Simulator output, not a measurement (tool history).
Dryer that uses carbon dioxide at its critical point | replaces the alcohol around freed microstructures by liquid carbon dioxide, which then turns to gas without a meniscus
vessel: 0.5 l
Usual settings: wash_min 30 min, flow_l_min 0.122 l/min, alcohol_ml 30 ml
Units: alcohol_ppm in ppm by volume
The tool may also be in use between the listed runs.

| run | hour | wash_min | flow_l_min | alcohol_ml | alcohol_ppm |
|---|---|---|---|---|---|
| 1 | 0.0 | 30 | 0.122 | 30 | 285 |
| 2 | 16.7 | 30 | 0.122 | 30 | 302 |
| 3 | 31.8 | 30 | 0.122 | 30 | 304 |
| 4 | 46.0 | 37 | 0.122 | 30 | 108 |
| 5 | 54.2 | 27 | 0.122 | 30 | 518 |
| 6 | 64.2 | 30 | 0.105 | 30 | 664 |
| 7 | 76.1 | 30 | 0.122 | 81 | 862 |
| 8 | 88.8 | 30 | 0.090 | 30 | 1282 |
| 9 | 104.7 | 30 | 0.148 | 30 | 130 |
| 10 | 119.1 | 30 | 0.122 | 30 | 341 |
| 11 | 126.9 | 30 | 0.122 | 30 | 350 |
| 12 | 143.7 | 30 | 0.122 | 30 | 370 |
| 13 | 154.6 | 30 | 0.122 | 30 | 370 |
| 14 | 168.0 | 30 | 0.122 | 30 | 366 |
| 15 | 181.0 | 30 | 0.122 | 30 | 376 |
| 16 | 193.2 | 30 | 0.122 | 30 | 397 |
| 17 | 202.8 | 30 | 0.122 | 30 | 390 |
| 18 | 218.2 | 30 | 0.122 | 20 | 274 |
| 19 | 226.5 | 30 | 0.122 | 20 | 274 |
| 20 | 243.7 | 30 | 0.122 | 22 | 301 |
| 21 | 254.2 | 27 | 0.155 | 37 | 261 |
| 22 | 269.0 | 46 | 0.098 | 29 | 158 |
| 23 | 276.9 | 46 | 0.188 | 29 | 31 |
| 24 | 285.4 | 19 | 0.122 | 30 | 2479 |
| 25 | 294.2 | 30 | 0.132 | 26 | 261 |
| 26 | 310.0 | 21 | 0.094 | 30 | 4189 |
| 27 | 323.9 | 21 | 0.094 | 30 | 4130 |
| 28 | 335.0 | 21 | 0.094 | 30 | 4249 |
| 29 | 347.2 | 21 | 0.177 | 30 | 433 |
| 30 | 355.9 | 43 | 0.177 | 97 | 50 |
| 31 | 373.1 | 43 | 0.177 | 97 | 44 |
| 32 | 390.5 | 43 | 0.177 | 97 | 36 |
| 33 | 403.2 | 43 | 0.189 | 49 | 39 |
| 34 | 416.6 | 30 | 0.138 | 30 | 119 |
| 35 | 431.6 | 20 | 0.083 | 30 | 4189 |
| 36 | 449.1 | 20 | 0.083 | 30 | 4307 |
| 37 | 458.2 | 39 | 0.083 | 30 | 391 |
| 38 | 465.7 | 39 | 0.083 | 30 | 401 |
| 39 | 476.2 | 39 | 0.083 | 30 | 387 |
| 40 | 485.9 | 24 | 0.170 | 110 | 393 |

Taken out of this log: 1 entry between the listed runs. Where each belongs, and how the hidden state differs across it:
Between runs 30 and 31: inlet filter changed (hour 373.1)
  flow that reaches the vessel past the clogged filter, %: 82.9 -> 100; alcohol in the recycled carbon dioxide, ppm: 36.3 -> 37.2
  measured less the result without the state, alcohol_ppm: +38 -> +32 ppm by volume
